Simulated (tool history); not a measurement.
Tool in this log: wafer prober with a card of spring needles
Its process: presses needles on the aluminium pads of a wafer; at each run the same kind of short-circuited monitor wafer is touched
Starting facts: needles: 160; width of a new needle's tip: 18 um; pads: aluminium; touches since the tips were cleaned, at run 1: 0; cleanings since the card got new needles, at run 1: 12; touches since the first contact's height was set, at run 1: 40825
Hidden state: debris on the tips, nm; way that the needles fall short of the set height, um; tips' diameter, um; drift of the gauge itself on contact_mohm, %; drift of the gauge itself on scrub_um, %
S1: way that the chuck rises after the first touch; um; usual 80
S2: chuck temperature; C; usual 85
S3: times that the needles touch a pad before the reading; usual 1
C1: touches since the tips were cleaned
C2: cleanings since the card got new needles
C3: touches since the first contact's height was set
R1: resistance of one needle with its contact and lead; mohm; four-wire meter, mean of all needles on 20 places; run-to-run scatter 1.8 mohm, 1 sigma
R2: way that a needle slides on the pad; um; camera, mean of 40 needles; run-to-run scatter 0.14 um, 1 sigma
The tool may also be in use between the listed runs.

| run | day | S1 | S2 | S3 | C1 | C2 | C3 | R1 | R2 |
|---|---|---|---|---|---|---|---|---|---|
| 1 | 0 | 80 | 85 | 1 | 0 | 12 | 40825 | 184 | 17.47 |
| 2 | 0.3 | 80 | 36 | 1 | 1321 | 12 | 42146 | 176 | 17.54 |
| 3 | 0.504 | 80 | 85 | 3 | 2228 | 12 | 43053 | 192 | 17.3 |
|  | 0.675 | tips cleaned on abrasive film |
| 4 | 0.875 | 80 | 85 | 3 | 880 | 13 | 44673 | 186 | 17.72 |
| 5 | 1.229 | 80 | 85 | 3 | 2441 | 13 | 46234 | 186 | 17.64 |
|  | 1.379 | tips cleaned on abrasive film |
| 6 | 1.533 | 80 | 85 | 3 | 692 | 14 | 47571 | 185 | 17.4 |
| 7 | 1.95 | 80 | 85 | 3 | 2524 | 14 | 49403 | 187 | 17.92 |
|  | 2.062 | tips cleaned on abrasive film |
| 8 | 2.312 | 80 | 85 | 1 | 1121 | 15 | 50999 | 186 | 17.52 |
| 9 | 2.521 | 80 | 85 | 1 | 2028 | 15 | 51906 | 188 | 17.44 |
|  | 2.754 | tips cleaned on abrasive film |
| 10 | 2.758 | 80 | 85 | 1 | 25 | 16 | 52951 | 186 | 17.47 |
| 11 | 3.021 | 80 | 85 | 1 | 1186 | 16 | 54112 | 186 | 17.5 |
| 12 | 3.233 | 80 | 85 | 1 | 2114 | 16 | 55040 | 191 | 17.63 |
|  | 3.442 | tips cleaned on abrasive film |
| 13 | 3.671 | 80 | 85 | 1 | 1011 | 17 | 56963 | 187 | 17.41 |
| 14 | 3.983 | 80 | 85 | 1 | 2392 | 17 | 58344 | 183 | 17.72 |
|  | 4.142 | tips cleaned on abrasive film |
| 15 | 4.275 | 80 | 85 | 1 | 581 | 18 | 59606 | 187 | 17.47 |
| 16 | 4.55 | 80 | 85 | 1 | 1797 | 18 | 60822 | 187 | 17.49 |
|  | 4.846 | tips cleaned on abrasive film |
| 17 | 4.992 | 80 | 85 | 2 | 637 | 19 | 62758 | 190 | 17.77 |
| 18 | 5.379 | 80 | 85 | 2 | 2349 | 19 | 64470 | 185 | 17.62 |
|  | 5.546 | tips cleaned on abrasive film |
| 19 | 5.579 | 80 | 85 | 2 | 151 | 20 | 65341 | 184 | 17.44 |
| 20 | 5.95 | 68 | 81 | 3 | 1797 | 20 | 66987 | 191 | 15.06 |
| 21 | 6.146 | 74 | 91 | 2 | 2665 | 20 | 67855 | 192 | 16.19 |
|  | 6.229 | tips cleaned on abrasive film |
| 22 | 6.575 | 65 | 104 | 2 | 1532 | 21 | 69733 | 198 | 14.35 |
| 23 | 6.833 | 92 | 104 | 2 | 2667 | 21 | 70868 | 189 | 20.5 |
|  | 6.929 | tips cleaned on abrasive film |
| 24 | 7.229 | 92 | 104 | 2 | 1329 | 22 | 72603 | 185 | 20.34 |
|  | 7.612 | tips cleaned on abrasive film |
| 25 | 7.633 | 80 | 85 | 2 | 99 | 23 | 74373 | 187 | 17.55 |
| 26 | 8.05 | 97 | 42 | 2 | 1935 | 23 | 76209 | 175 | 21.34 |
|  | 8.283 | tips cleaned on abrasive film |
| 27 | 8.404 | 67 | 35 | 3 | 531 | 24 | 77753 | 177 | 14.68 |
| 28 | 8.608 | 67 | 35 | 3 | 1434 | 24 | 78656 | 180 | 14.81 |
| 29 | 8.85 | 81 | 62 | 3 | 2511 | 24 | 79733 | 181 | 17.83 |
|  | 8.967 | tips cleaned on abrasive film |
| 30 | 9.05 | 81 | 39 | 2 | 376 | 25 | 80594 | 178 | 17.79 |
| 31 | 9.279 | 81 | 39 | 2 | 1395 | 25 | 81613 | 175 | 17.65 |
| 32 | 9.525 | 79 | 39 | 2 | 2475 | 25 | 82693 | 181 | 17.33 |
|  | 9.646 | tips cleaned on abrasive film |
| 33 | 9.942 | 79 | 39 | 2 | 1313 | 26 | 84526 | 176 | 17.32 |
|  | 10.325 | tips cleaned on abrasive film |
| 34 | 10.404 | 74 | 85 | 1 | 347 | 27 | 86535 | 189 | 16.07 |
| 35 | 10.783 | 74 | 85 | 1 | 2026 | 27 | 88214 | 188 | 16.49 |

How the hidden state differs across the entries between the runs, from the last listed run before each to the first after it:
Logged between run 3 and run 4: tips cleaned on abrasive film (day 0.675)
  debris on the tips, nm: 0.4 -> 0.2
Logged between run 5 and run 6: tips cleaned on abrasive film (day 1.379)
  debris on the tips, nm: 0.4 -> 0.2
Logged between run 7 and run 8: tips cleaned on abrasive film (day 2.062)
  debris on the tips, nm: 0.4 -> 0.2
Logged between run 9 and run 10: tips cleaned on abrasive film (day 2.754)
  debris on the tips, nm: 0.4 -> 0.1
Logged between run 12 and run 13: tips cleaned on abrasive film (day 3.442)
  debris on the tips, nm: 0.4 -> 0.2
Logged between run 14 and run 15: tips cleaned on abrasive film (day 4.142)
  debris on the tips, nm: 0.4 -> 0.2
Logged between run 16 and run 17: tips cleaned on abrasive film (day 4.846)
  debris on the tips, nm: 0.3 -> 0.2
Logged between run 18 and run 19: tips cleaned on abrasive film (day 5.546)
  debris on the tips, nm: 0.4 -> 0.1
Logged between run 21 and run 22: tips cleaned on abrasive film (day 6.229)
  debris on the tips, nm: 0.5 -> 0.3
Logged between run 23 and run 24: tips cleaned on abrasive film (day 6.929)
  debris on the tips, nm: 0.4 -> 0.3
Logged between run 24 and run 25: tips cleaned on abrasive film (day 7.612)
  debris on the tips, nm: 0.3 -> 0.1
Logged between run 26 and run 27: tips cleaned on abrasive film (day 8.283)
  debris on the tips, nm: 0.4 -> 0.1
Logged between run 29 and run 30: tips cleaned on abrasive film (day 8.967)
  debris on the tips, nm: 0.4 -> 0.1
Logged between run 32 and run 33: tips cleaned on abrasive film (day 9.646)
  debris on the tips, nm: 0.4 -> 0.3
Logged between run 33 and run 34: tips cleaned on abrasive film (day 10.325)
  debris on the tips, nm: 0.3 -> 0.1
